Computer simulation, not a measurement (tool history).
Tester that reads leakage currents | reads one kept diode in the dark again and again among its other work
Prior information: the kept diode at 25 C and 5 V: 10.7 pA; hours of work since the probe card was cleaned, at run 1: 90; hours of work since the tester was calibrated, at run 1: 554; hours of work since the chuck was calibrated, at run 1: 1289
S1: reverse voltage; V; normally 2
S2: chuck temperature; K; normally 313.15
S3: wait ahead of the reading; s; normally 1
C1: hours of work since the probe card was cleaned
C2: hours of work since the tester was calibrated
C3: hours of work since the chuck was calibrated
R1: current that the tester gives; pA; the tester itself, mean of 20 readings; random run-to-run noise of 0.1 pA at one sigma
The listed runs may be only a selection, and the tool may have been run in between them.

run	hour	S1	S2	S3	C1	C2	C3	R1
1	0	2	313.15	1	90	554	1289	26.34
2	124.7	2	313.15	1	159	623	1358	26.13
# hour 226.6: chuck's temperature calibrated
3	255.1	2	313.15	1	230	694	16	30.67
4	491.3	2	313.15	1	361	825	146	30.41
5	631.1	2	313.15	1	438	902	224	30.45
6	843.1	2	313.15	1	556	1019	341	30.57
7	1002	2	298.15	1	644	1107	429	9.9
8	1218.4	2.71	313.15	1	763	1227	549	34.76
9	1392.6	1.08	313.15	1	860	1323	645	23.64
10	1555.7	1.08	313.15	1	950	1414	735	23.53
11	1801.3	1.08	313.15	1	1086	1550	871	23.29
12	2043.5	1.08	313.15	1	1220	1684	1005	23.2
# hour 2184.8: probe card cleaned and baked
13	2288.6	1.08	313.15	1	57	1818	1139	20.79
14	2488.6	2	313.15	1	168	1928	1250	26.16
15	2643.7	2	313.15	1	254	2014	1336	26.01
# hour 2786.6: chuck's temperature calibrated
16	2894.3	2	313.15	1	391	2152	60	30.42
17	3034.8	2	313.15	0.49	469	2229	137	30.81
18	3158.2	2	313.15	0.49	538	2298	206	30.95
19	3304.2	2	313.15	0.49	618	2378	286	30.71
20	3443.4	2	313.15	1	695	2455	363	30.66
21	3685.9	2.92	313.15	9.89	830	2590	498	35.64
22	3786.6	2.92	311.15	0.3	885	2645	553	32.44
23	3949.2	6.06	296.15	0.36	975	2735	643	21.31
24	4168.2	6.06	296.15	0.36	1096	2857	765	22.4
25	4336.3	3.1	298.15	0.74	1189	2950	858	14.72
# hour 4543.2: probe card cleaned and baked
26	4578.9	1.1	294.15	1	20	3082	990	3.95
27	4709.8	2	306.15	1	92	3155	1063	14.36
28	4876	2	301.15	1	184	3247	1155	9.58
29	5114	2	301.15	1	316	3378	1286	9.8
30	5230	2	309.15	2.55	380	3442	1350	18.79
# hour 5349: chuck's temperature calibrated
31	5371.9	2	309.15	2.55	457	3520	13	22.56
32	5608.9	2	309.15	2.55	589	3651	144	22.71
33	5752.7	2.86	307.15	0.77	668	3731	223	23.31
34	5960.9	2	313.15	0.9	783	3846	339	31.39
35	6066.5	2	313.15	0.9	842	3904	397	31.47

What will run 36 give?
36	6295.1	9.64	299.15	0.9	968	4031	524	?

R1: 31.2 pA
With no hidden state in the tool, this same run would have given R1 16.98 pA.

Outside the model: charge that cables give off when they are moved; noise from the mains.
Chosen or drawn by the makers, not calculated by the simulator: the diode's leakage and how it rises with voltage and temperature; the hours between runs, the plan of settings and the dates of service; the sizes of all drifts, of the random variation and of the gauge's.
